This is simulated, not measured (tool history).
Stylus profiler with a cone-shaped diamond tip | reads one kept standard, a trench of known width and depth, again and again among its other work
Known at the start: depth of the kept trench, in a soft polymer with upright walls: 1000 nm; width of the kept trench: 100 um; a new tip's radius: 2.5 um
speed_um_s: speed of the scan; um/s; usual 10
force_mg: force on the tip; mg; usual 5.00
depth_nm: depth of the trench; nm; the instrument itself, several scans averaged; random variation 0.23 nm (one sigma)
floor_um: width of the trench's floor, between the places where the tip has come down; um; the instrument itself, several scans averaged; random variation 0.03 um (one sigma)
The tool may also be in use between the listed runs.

{"run": 1, "hour": 0.0, "speed_um_s": 10, "force_mg": 5.0, "depth_nm": 1013.25, "floor_um": 94.84}
{"run": 2, "hour": 13.6, "speed_um_s": 10, "force_mg": 5.0, "depth_nm": 1013.29, "floor_um": 94.89}
{"run": 3, "hour": 29.0, "speed_um_s": 10, "force_mg": 6.42, "depth_nm": 1016.19, "floor_um": 94.82}
{"run": 4, "hour": 40.8, "speed_um_s": 10, "force_mg": 5.0, "depth_nm": 1013.13, "floor_um": 94.85}
{"run": 5, "hour": 51.6, "speed_um_s": 10, "force_mg": 5.0, "depth_nm": 1012.9, "floor_um": 94.89}
{"run": 6, "hour": 65.1, "speed_um_s": 10, "force_mg": 5.0, "depth_nm": 1013.34, "floor_um": 94.8}
{"run": 7, "hour": 76.4, "speed_um_s": 10, "force_mg": 10.33, "depth_nm": 1022.82, "floor_um": 94.85}
{"run": 8, "hour": 87.7, "speed_um_s": 10, "force_mg": 10.33, "depth_nm": 1022.57, "floor_um": 94.77}
{"hour": 89.8, "done": "height scale calibrated on a step standard"}
{"run": 9, "hour": 101.2, "speed_um_s": 10, "force_mg": 5.0, "depth_nm": 1013.29, "floor_um": 94.81}
{"run": 10, "hour": 112.9, "speed_um_s": 10, "force_mg": 13.56, "depth_nm": 1027.15, "floor_um": 94.81}
{"run": 11, "hour": 120.3, "speed_um_s": 10, "force_mg": 5.0, "depth_nm": 1013.02, "floor_um": 94.82}
{"hour": 130.6, "done": "height scale calibrated on a step standard, once more"}
{"run": 12, "hour": 131.6, "speed_um_s": 10, "force_mg": 5.0, "depth_nm": 1014.87, "floor_um": 94.8}
{"run": 13, "hour": 139.5, "speed_um_s": 10, "force_mg": 4.93, "depth_nm": 1014.66, "floor_um": 94.75}
{"run": 14, "hour": 152.7, "speed_um_s": 10, "force_mg": 4.36, "depth_nm": 1013.63, "floor_um": 94.79}
{"run": 15, "hour": 167.9, "speed_um_s": 15, "force_mg": 5.11, "depth_nm": 1014.76, "floor_um": 94.74}
{"run": 16, "hour": 183.0, "speed_um_s": 7, "force_mg": 2.21, "depth_nm": 1008.34, "floor_um": 94.78}
{"run": 17, "hour": 199.0, "speed_um_s": 7, "force_mg": 2.21, "depth_nm": 1008.14, "floor_um": 94.74}
{"run": 18, "hour": 208.5, "speed_um_s": 10, "force_mg": 2.14, "depth_nm": 1008.47, "floor_um": 94.74}
{"run": 19, "hour": 225.9, "speed_um_s": 12, "force_mg": 2.11, "depth_nm": 1007.87, "floor_um": 94.71}
{"run": 20, "hour": 238.9, "speed_um_s": 8, "force_mg": 4.76, "depth_nm": 1013.94, "floor_um": 94.71}
{"run": 21, "hour": 247.9, "speed_um_s": 7, "force_mg": 2.11, "depth_nm": 1008.05, "floor_um": 94.7}
{"run": 22, "hour": 262.5, "speed_um_s": 20, "force_mg": 11.93, "depth_nm": 1026.17, "floor_um": 94.68}
{"run": 23, "hour": 271.7, "speed_um_s": 9, "force_mg": 4.87, "depth_nm": 1014.2, "floor_um": 94.69}
{"run": 24, "hour": 279.3, "speed_um_s": 9, "force_mg": 4.87, "depth_nm": 1014.22, "floor_um": 94.64}

Forecast each of these 5 alternatives for the next run:
{"run": "A", "hour": 295.0, "speed_um_s": 14, "force_mg": 9.86, "depth_nm": "?", "floor_um": "?"}
{"run": "B", "hour": 295.0, "speed_um_s": 12, "force_mg": 4.87, "depth_nm": "?", "floor_um": "?"}
{"run": "C", "hour": 295.0, "speed_um_s": 4, "force_mg": 5.0, "depth_nm": "?", "floor_um": "?"}
{"run": "D", "hour": 295.0, "speed_um_s": 15, "force_mg": 13.97, "depth_nm": "?", "floor_um": "?"}
{"run": "E", "hour": 295.0, "speed_um_s": 4, "force_mg": 5.0, "depth_nm": "?", "floor_um": "?"}

run=A depth_nm=1023.52 floor_um=94.68
run=B depth_nm=1014.18 floor_um=94.73
run=C depth_nm=1014.46 floor_um=94.75
run=D depth_nm=1029.50 floor_um=94.70
run=E depth_nm=1014.56 floor_um=94.73
Without the tool's hidden state the same runs would have given:
run=A depth_nm=1024.10 floor_um=95.98
run=B depth_nm=1014.76 floor_um=96.03
run=C depth_nm=1015.04 floor_um=96.05
run=D depth_nm=1030.09 floor_um=96.00
run=E depth_nm=1015.14 floor_um=96.03
